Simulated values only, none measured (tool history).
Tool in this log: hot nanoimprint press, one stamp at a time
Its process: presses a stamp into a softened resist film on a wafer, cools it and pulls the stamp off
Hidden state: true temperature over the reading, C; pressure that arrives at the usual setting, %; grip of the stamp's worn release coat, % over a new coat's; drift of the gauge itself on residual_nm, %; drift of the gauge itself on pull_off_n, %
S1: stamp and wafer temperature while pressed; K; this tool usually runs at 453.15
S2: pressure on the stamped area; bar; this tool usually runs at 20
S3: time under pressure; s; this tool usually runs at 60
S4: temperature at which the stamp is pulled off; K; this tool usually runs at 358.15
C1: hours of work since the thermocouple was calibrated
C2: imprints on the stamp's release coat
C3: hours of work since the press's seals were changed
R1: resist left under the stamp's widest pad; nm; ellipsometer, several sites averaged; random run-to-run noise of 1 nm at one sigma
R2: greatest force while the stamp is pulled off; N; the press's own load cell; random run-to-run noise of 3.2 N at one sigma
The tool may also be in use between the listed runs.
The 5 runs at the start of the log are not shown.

Run 6, day 3.012: usual settings but S2 21.7 bar; C1 194; C2 190; C3 217. Result: R1 148.3 nm, R2 157 N.
Run 7, day 3.542: usual settings but S2 21.7 bar; C1 203; C2 255; C3 226. Result: R1 149.8 nm, R2 163 N.
Run 8, day 4.171: usual settings but S2 21.7 bar; C1 214; C2 332; C3 237. Result: R1 150.8 nm, R2 167 N.
Run 9, day 4.742: usual settings but S2 21.7 bar; C1 225; C2 403; C3 248. Result: R1 148.9 nm, R2 163 N.
Run 10, day 5.325: usual settings but S2 21.7 bar; C1 235; C2 474; C3 258. Result: R1 150.4 nm, R2 167 N.
Run 11, day 6.079: usual settings but S2 21.7 bar; C1 248; C2 567; C3 271. Result: R1 150.6 nm, R2 174 N.
Run 12, day 6.533: usual settings but S2 21.7 bar, S3 40 s; C1 256; C2 623; C3 279. Result: R1 172.1 nm, R2 174 N.
Run 13, day 6.946: usual settings but S2 21.7 bar, S3 40 s; C1 263; C2 674; C3 286. Result: R1 171.3 nm, R2 172 N.
Run 14, day 7.521: usual settings but S2 21.7 bar, S3 40 s; C1 273; C2 745; C3 296. Result: R1 174.6 nm, R2 173 N.
Run 15, day 8.025: usual settings but S3 52 s; C1 282; C2 807; C3 305. Result: R1 166 nm, R2 169 N.
Run 16, day 8.842: usual settings but S3 52 s; C1 297; C2 907; C3 320. Result: R1 166 nm, R2 186 N.
Run 17, day 9.179: usual settings but S1 457.15 K, S3 52 s; C1 303; C2 949; C3 326. Result: R1 141.3 nm, R2 186 N.
Run 18, day 9.879: usual settings but S1 442.15 K, S2 22.3 bar, S3 43 s, S4 353.15 K; C1 315; C2 1035; C3 338. Result: R1 242.6 nm, R2 213 N.
Run 19, day 10.408: usual settings but S1 442.15 K, S2 22.3 bar, S3 43 s, S4 353.15 K; C1 324; C2 1100; C3 347. Result: R1 240.5 nm, R2 219 N.
At day 11.225: stamp cleaned and given a new release coat.
Run 20, day 11.4: usual settings but S1 442.15 K, S2 22.3 bar, S3 43 s, S4 353.15 K; C1 337; C2 21; C3 360. Result: R1 240.8 nm, R2 174 N.
Run 21, day 11.792: usual settings but S1 442.15 K, S2 15.3 bar, S3 37 s, S4 353.15 K; C1 344; C2 70; C3 367. Result: R1 267.7 nm, R2 178 N.
Run 22, day 12.225: usual settings but S1 447.15 K, S2 19 bar, S3 36 s, S4 354.15 K; C1 352; C2 123; C3 375. Result: R1 229.5 nm, R2 172 N.
Run 23, day 12.862: usual settings but S1 447.15 K, S2 19 bar, S3 36 s, S4 354.15 K; C1 363; C2 201; C3 386. Result: R1 227.6 nm, R2 185 N.
Run 24, day 13.317: usual settings but S1 447.15 K, S2 19 bar, S3 95 s, S4 354.15 K; C1 371; C2 257; C3 394. Result: R1 183.9 nm, R2 179 N.
Run 25, day 13.862: usual settings but S1 447.15 K, S2 19 bar, S3 95 s, S4 354.15 K; C1 381; C2 324; C3 404. Result: R1 183.1 nm, R2 184 N.
Run 26, day 14.538: usual settings but S1 447.15 K, S2 19 bar, S3 95 s, S4 354.15 K; C1 393; C2 408; C3 416. Result: R1 183.4 nm, R2 184 N.
Run 27, day 15.133: usual settings but S1 447.15 K, S2 19 bar, S3 95 s, S4 354.15 K; C1 403; C2 481; C3 426. Result: R1 183 nm, R2 185 N.
Run 28, day 15.625: usual settings but S1 465.15 K, S2 23.1 bar, S3 95 s, S4 350.15 K; C1 412; C2 541; C3 435. Result: R1 76.7 nm, R2 212 N.
Run 29, day 16.233: usual settings but S1 451.15 K, S2 23.9 bar, S3 81 s, S4 350.15 K; C1 423; C2 616; C3 446. Result: R1 146 nm, R2 212 N.
Run 30, day 16.788: usual settings but S1 451.15 K, S2 23.9 bar, S3 50 s, S4 359.15 K; C1 432; C2 684; C3 455. Result: R1 170 nm, R2 169 N.

Each row is a separate what-if for the run after 30, all from the same tool condition, not one after another. Results?
Run A, day 17.325: usual settings but S1 451.15 K, S2 17.4 bar, S3 88 s; C1 442; C2 750; C3 465. Result: R1 ?, R2 ?.
Run B, day 17.325: usual settings but S4 347.15 K; C1 442; C2 750; C3 465. Result: R1 ?, R2 ?.
Run C, day 17.325: usual settings but S1 443.15 K, S2 15.4 bar; C1 442; C2 750; C3 465. Result: R1 ?, R2 ?.
Run D, day 17.325: usual settings but S1 451.15 K, S2 23.3 bar, S3 50 s, S4 356.15 K; C1 442; C2 750; C3 465. Result: R1 ?, R2 ?.

run     R1   R2
  A  166.7  177
  B  161.6  232
  C  248.2  180
  D  170.5  192
Had the tool no hidden state, the same runs would have come out as:
run     R1   R2
  A  157.8  148
  B  152.5  196
  C  240.8  150
  D  160.5  161

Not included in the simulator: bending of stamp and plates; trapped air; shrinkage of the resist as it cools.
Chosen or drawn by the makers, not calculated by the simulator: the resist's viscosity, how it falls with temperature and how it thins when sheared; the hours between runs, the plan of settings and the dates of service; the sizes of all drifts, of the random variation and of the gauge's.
